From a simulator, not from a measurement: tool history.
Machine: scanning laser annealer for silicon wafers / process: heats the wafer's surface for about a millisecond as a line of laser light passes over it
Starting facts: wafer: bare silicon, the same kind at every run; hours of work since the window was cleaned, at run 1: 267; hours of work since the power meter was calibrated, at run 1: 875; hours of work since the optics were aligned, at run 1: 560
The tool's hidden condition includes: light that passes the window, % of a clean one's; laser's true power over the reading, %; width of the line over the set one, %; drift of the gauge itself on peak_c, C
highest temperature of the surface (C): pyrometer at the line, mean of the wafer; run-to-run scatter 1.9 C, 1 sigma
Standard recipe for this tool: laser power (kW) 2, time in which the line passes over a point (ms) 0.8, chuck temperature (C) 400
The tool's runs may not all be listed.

| run | hour | laser power (kW) | time in which the line passes over a point (ms) | chuck temperature (C) | hours of work since the window was cleaned | hours of work since the power meter was calibrated | hours of work since the optics were aligned | highest temperature of the surface (C) |
|---|---|---|---|---|---|---|---|---|
| 1 | 0 | 2 | 0.8 | 400 | 267 | 875 | 560 | 1118 |
| 2 | 42.9 | 2 | 0.8 | 400 | 294 | 902 | 586 | 1114 |
| 3 | 77.4 | 2 | 0.8 | 400 | 315 | 923 | 608 | 1116 |
| 4 | 126.4 | 2 | 0.8 | 379 | 346 | 954 | 638 | 1099 |
|  | 175.6 | window over the wafer cleaned |
| 5 | 185.1 | 2 | 0.8 | 384 | 6 | 989 | 674 | 1101 |
| 6 | 226.4 | 2 | 0.8 | 379 | 32 | 1015 | 699 | 1095 |
| 7 | 267.3 | 2 | 0.8 | 379 | 57 | 1040 | 725 | 1098 |
| 8 | 317 | 2 | 0.702 | 361 | 88 | 1071 | 756 | 1041 |
| 9 | 345.1 | 2 | 0.811 | 414 | 106 | 1089 | 773 | 1137 |
| 10 | 394.9 | 1.991 | 0.914 | 408 | 137 | 1120 | 805 | 1162 |
| 11 | 427 | 2.178 | 0.914 | 408 | 157 | 1140 | 825 | 1239 |
| 12 | 483.8 | 1.842 | 0.8 | 407 | 192 | 1175 | 860 | 1068 |
| 13 | 513.4 | 1.842 | 0.624 | 378 | 211 | 1194 | 878 | 968 |

Alternative continuations, all from the tool just after run 13; predict every row:
| A | 555.4 | 1.842 | 0.624 | 366 | 237 | 1220 | 905 | ? |
| B | 555.4 | 1.741 | 0.995 | 388 | 237 | 1220 | 905 | ? |
| C | 555.4 | 2.134 | 0.791 | 378 | 237 | 1220 | 905 | ? |
| D | 555.4 | 2.088 | 0.698 | 408 | 237 | 1220 | 905 | ? |

| run | highest temperature of the surface (C) |
|---|---|
| A | 953 |
| B | 1068 |
| C | 1142 |
| D | 1117 |
Had the tool no hidden state, the same runs would have come out as:
| run | highest temperature of the surface (C) |
|---|---|
| A | 953 |
| B | 1069 |
| C | 1143 |
| D | 1117 |
